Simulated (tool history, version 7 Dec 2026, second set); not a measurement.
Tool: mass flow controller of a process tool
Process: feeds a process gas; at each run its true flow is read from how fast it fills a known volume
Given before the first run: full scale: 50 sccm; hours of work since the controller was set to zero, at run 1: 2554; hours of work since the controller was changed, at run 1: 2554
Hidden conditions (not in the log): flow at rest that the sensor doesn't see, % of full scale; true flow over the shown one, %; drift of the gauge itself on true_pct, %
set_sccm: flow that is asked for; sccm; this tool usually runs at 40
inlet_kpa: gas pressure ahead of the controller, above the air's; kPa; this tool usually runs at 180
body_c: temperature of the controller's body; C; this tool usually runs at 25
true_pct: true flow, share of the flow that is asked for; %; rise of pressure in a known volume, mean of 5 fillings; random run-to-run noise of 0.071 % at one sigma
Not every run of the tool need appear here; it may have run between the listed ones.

run	hour	set_sccm	inlet_kpa	body_c	hours of work since the controller was set to zero	hours of work since the controller was changed	true_pct
1	0.0	40	180	25	2554	2554	98.64
2	154.9	40	180	25	2646	2646	98.75
3	306.5	40	144	25	2735	2735	98.37
4	409.6	40	180	25	2795	2795	98.66
5	515.3	40	180	25	2857	2857	98.68
6	625.9	40	180	25	2922	2922	98.70
7	756.4	40	180	21	2999	2999	98.94
8	834.7	40	180	21	3045	3045	98.90
9	928.9	40	180	21	3101	3101	98.96
10	1032.1	40	180	21	3161	3161	98.90
11	1151.1	40	180	21	3231	3231	98.86
12	1293.0	40	180	21	3315	3315	98.90
13	1473.5	40	180	38	3421	3421	97.49
14	1546.4	16	212	36	3464	3464	96.03
15	1709.4	22	266	21	3559	3559	97.95
16	1823.9	22	180	26	3627	3627	97.10
17	1975.8	26	202	25	3716	3716	97.42
18	2106.9	26	202	25	3793	3793	97.51
# hour 2122.5: controller's zero set anew
19	2201.5	26	202	25	46	3848	97.50
20	2341.7	26	202	25	129	3931	97.41
21	2421.7	11	174	32	176	3978	94.80
22	2580.9	14	165	35	269	4071	94.96
23	2670.7	40	223	39	322	4124	97.44
24	2814.5	8	180	25	407	4209	94.01
# hour 2887.1: controller's zero set anew, once more
25	2887.6	8	180	25	0	4251	97.29
26	3064.0	40	164	25	104	4355	98.93

Here are 5 independent what-if runs from the current tool condition. What would each one return?
A	3242.8	29	236	26	209	4460	?
B	3242.8	19	239	20	209	4460	?
C	3242.8	10	181	39	209	4460	?
D	3242.8	31	223	25	209	4460	?
E	3242.8	15	146	29	209	4460	?

run	true_pct
A	98.44
B	98.33
C	96.32
D	98.54
E	97.21
The same runs, with their run-to-run variation unchanged, on a tool lacking any hidden condition would have given:
run	true_pct
A	99.02
B	98.94
C	97.03
D	99.11
E	97.85
